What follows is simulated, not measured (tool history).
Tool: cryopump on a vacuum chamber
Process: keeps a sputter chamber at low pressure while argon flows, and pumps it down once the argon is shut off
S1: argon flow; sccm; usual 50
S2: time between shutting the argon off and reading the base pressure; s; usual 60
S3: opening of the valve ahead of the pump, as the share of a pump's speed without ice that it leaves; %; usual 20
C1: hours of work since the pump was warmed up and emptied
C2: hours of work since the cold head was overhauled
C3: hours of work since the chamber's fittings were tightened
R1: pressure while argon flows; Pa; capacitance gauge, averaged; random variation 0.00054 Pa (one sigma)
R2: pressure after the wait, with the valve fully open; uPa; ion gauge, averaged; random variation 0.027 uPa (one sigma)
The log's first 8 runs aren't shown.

{"run": 9, "hour": 651.8, "S1": 50, "S2": 60, "S3": 20, "C1": 840, "C2": 840, "C3": 435, "R1": 0.2101, "R2": 1.39}
{"run": 10, "hour": 701.2, "S1": 50, "S2": 60, "S3": 20, "C1": 865, "C2": 865, "C3": 461, "R1": 0.209, "R2": 1.38}
{"hour": 781.1, "done": "pump warmed up, emptied and cooled again"}
{"run": 11, "hour": 782.9, "S1": 50, "S2": 60, "S3": 20, "C1": 1, "C2": 906, "C3": 501, "R1": 0.202, "R2": 1.45}
{"run": 12, "hour": 859.5, "S1": 50, "S2": 60, "S3": 20, "C1": 41, "C2": 946, "C3": 541, "R1": 0.2015, "R2": 1.42}
{"run": 13, "hour": 919.4, "S1": 50, "S2": 60, "S3": 20, "C1": 73, "C2": 977, "C3": 573, "R1": 0.2031, "R2": 1.38}
{"run": 14, "hour": 976.8, "S1": 50, "S2": 60, "S3": 20, "C1": 103, "C2": 1007, "C3": 603, "R1": 0.2027, "R2": 1.41}
{"run": 15, "hour": 1049.7, "S1": 50, "S2": 60, "S3": 20, "C1": 141, "C2": 1046, "C3": 641, "R1": 0.2026, "R2": 1.47}
{"run": 16, "hour": 1149.5, "S1": 51, "S2": 60, "S3": 20, "C1": 193, "C2": 1098, "C3": 693, "R1": 0.2072, "R2": 1.48}
{"run": 17, "hour": 1218.3, "S1": 51, "S2": 60, "S3": 20, "C1": 229, "C2": 1134, "C3": 730, "R1": 0.2078, "R2": 1.46}
{"run": 18, "hour": 1298.5, "S1": 50, "S2": 37, "S3": 29, "C1": 271, "C2": 1176, "C3": 772, "R1": 0.1417, "R2": 2.14}
{"run": 19, "hour": 1407.8, "S1": 50, "S2": 37, "S3": 29, "C1": 329, "C2": 1233, "C3": 829, "R1": 0.1425, "R2": 2.15}
{"run": 20, "hour": 1461.8, "S1": 25, "S2": 171, "S3": 18, "C1": 357, "C2": 1262, "C3": 857, "R1": 0.1133, "R2": 0.88}
{"run": 21, "hour": 1547.2, "S1": 25, "S2": 171, "S3": 18, "C1": 402, "C2": 1307, "C3": 902, "R1": 0.1137, "R2": 0.91}
{"run": 22, "hour": 1602.9, "S1": 58, "S2": 124, "S3": 20, "C1": 431, "C2": 1336, "C3": 931, "R1": 0.2389, "R2": 1.09}
{"run": 23, "hour": 1701.3, "S1": 58, "S2": 124, "S3": 20, "C1": 483, "C2": 1387, "C3": 983, "R1": 0.2383, "R2": 1.13}
{"run": 24, "hour": 1794.1, "S1": 37, "S2": 27, "S3": 24, "C1": 531, "C2": 1436, "C3": 1032, "R1": 0.1276, "R2": 2.98}
{"run": 25, "hour": 1848.5, "S1": 37, "S2": 27, "S3": 24, "C1": 560, "C2": 1465, "C3": 1060, "R1": 0.1279, "R2": 2.9}
{"run": 26, "hour": 1917.8, "S1": 37, "S2": 27, "S3": 24, "C1": 596, "C2": 1501, "C3": 1097, "R1": 0.1276, "R2": 2.96}
{"run": 27, "hour": 1984.3, "S1": 37, "S2": 27, "S3": 24, "C1": 631, "C2": 1536, "C3": 1131, "R1": 0.1291, "R2": 2.94}
{"run": 28, "hour": 2044.6, "S1": 37, "S2": 27, "S3": 24, "C1": 663, "C2": 1567, "C3": 1163, "R1": 0.128, "R2": 3.02}
{"run": 29, "hour": 2113.4, "S1": 37, "S2": 27, "S3": 24, "C1": 699, "C2": 1604, "C3": 1199, "R1": 0.1281, "R2": 2.97}
{"run": 30, "hour": 2185.1, "S1": 68, "S2": 71, "S3": 19, "C1": 736, "C2": 1641, "C3": 1237, "R1": 0.2964, "R2": 1.69}
{"run": 31, "hour": 2273.6, "S1": 50, "S2": 22, "S3": 46, "C1": 783, "C2": 1688, "C3": 1283, "R1": 0.0943, "R2": 3.65}
{"run": 32, "hour": 2364.1, "S1": 89, "S2": 22, "S3": 31, "C1": 830, "C2": 1735, "C3": 1331, "R1": 0.2447, "R2": 3.63}
{"run": 33, "hour": 2432.2, "S1": 92, "S2": 126, "S3": 35, "C1": 866, "C2": 1771, "C3": 1366, "R1": 0.2254, "R2": 1.3}

Forecast each of these 5 alternatives for the next run:
{"hour": 2508.8, "done": "pump warmed up, emptied and cooled again"}
{"run": "A", "hour": 2553.4, "S1": 23, "S2": 126, "S3": 35, "C1": 23, "C2": 1832, "C3": 1427, "R1": "?", "R2": "?"}
{"hour": 2508.8, "done": "pump warmed up, emptied and cooled again"}
{"run": "B", "hour": 2553.4, "S1": 68, "S2": 126, "S3": 25, "C1": 23, "C2": 1832, "C3": 1427, "R1": "?", "R2": "?"}
{"hour": 2508.8, "done": "pump warmed up, emptied and cooled again"}
{"run": "C", "hour": 2553.4, "S1": 30, "S2": 174, "S3": 20, "C1": 23, "C2": 1832, "C3": 1427, "R1": "?", "R2": "?"}
{"hour": 2508.8, "done": "pump warmed up, emptied and cooled again"}
{"run": "D", "hour": 2553.4, "S1": 37, "S2": 119, "S3": 55, "C1": 23, "C2": 1832, "C3": 1427, "R1": "?", "R2": "?"}
{"hour": 2508.8, "done": "pump warmed up, emptied and cooled again"}
{"run": "E", "hour": 2553.4, "S1": 93, "S2": 202, "S3": 35, "C1": 23, "C2": 1832, "C3": 1427, "R1": "?", "R2": "?"}

run=A R1=0.0535 R2=1.2
run=B R1=0.2211 R2=1.22
run=C R1=0.1217 R2=1.05
run=D R1=0.055 R2=1.24
run=E R1=0.216 R2=1.03
Without the tool's hidden state the same runs would have given:
run=A R1=0.053 R2=0.62
run=B R1=0.2194 R2=0.63
run=C R1=0.121 R2=0.48
run=D R1=0.0541 R2=0.65
run=E R1=0.2138 R2=0.45
